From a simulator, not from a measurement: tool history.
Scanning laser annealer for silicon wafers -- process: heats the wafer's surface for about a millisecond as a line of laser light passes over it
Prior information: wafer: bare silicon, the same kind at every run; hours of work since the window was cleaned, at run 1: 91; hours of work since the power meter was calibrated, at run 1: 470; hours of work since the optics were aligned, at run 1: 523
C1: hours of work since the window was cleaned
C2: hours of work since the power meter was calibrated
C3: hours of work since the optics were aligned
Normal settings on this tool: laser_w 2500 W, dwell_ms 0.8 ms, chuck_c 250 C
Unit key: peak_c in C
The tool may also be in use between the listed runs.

Run 1, hour 0: usual settings; C1 91; C2 470; C3 523. Result: peak_c 963 C.
Run 2, hour 53.8: usual settings; C1 120; C2 499; C3 552. Result: peak_c 963 C.
Run 3, hour 85: usual settings; C1 137; C2 515; C3 569. Result: peak_c 963 C.
Run 4, hour 126: usual settings; C1 158; C2 537; C3 591. Result: peak_c 962 C.
Run 5, hour 182.7: usual settings; C1 189; C2 567; C3 621. Result: peak_c 959 C.
Run 6, hour 237.7: usual settings; C1 218; C2 597; C3 650. Result: peak_c 956 C.
Run 7, hour 282.5: usual settings; C1 242; C2 621; C3 674. Result: peak_c 958 C.
Run 8, hour 344.6: usual settings but laser_w 2129 W; C1 275; C2 654; C3 707. Result: peak_c 851 C.
Run 9, hour 397.4: usual settings but laser_w 2174 W, chuck_c 219 C; C1 303; C2 682; C3 735. Result: peak_c 830 C.
Run 10, hour 435.8: usual settings but dwell_ms 0.617 ms, chuck_c 268 C; C1 323; C2 702; C3 755. Result: peak_c 893 C.

Branching from run 10: 5 alternative next runs. What would each branch give?
Run A, hour 472.2: usual settings but laser_w 2395 W, dwell_ms 0.674 ms, chuck_c 244 C; C1 343; C2 722; C3 775. Result: peak_c ?.
Run B, hour 472.2: usual settings but laser_w 2458 W; C1 343; C2 722; C3 775. Result: peak_c ?.
Run C, hour 472.2: usual settings but laser_w 2355 W, dwell_ms 0.932 ms, chuck_c 274 C; C1 343; C2 722; C3 775. Result: peak_c ?.
Run D, hour 472.2: usual settings but laser_w 2170 W, dwell_ms 0.858 ms, chuck_c 247 C; C1 343; C2 722; C3 775. Result: peak_c ?.
Run E, hour 472.2: usual settings but laser_w 2501 W, dwell_ms 0.584 ms, chuck_c 231 C; C1 343; C2 722; C3 775. Result: peak_c ?.

run  peak_c
  A     863
  B     940
  C     982
  D     877
  E     842
Without the tool's hidden state the same runs would have given:
run  peak_c
  A     878
  B     957
  C     999
  D     893
  E     856
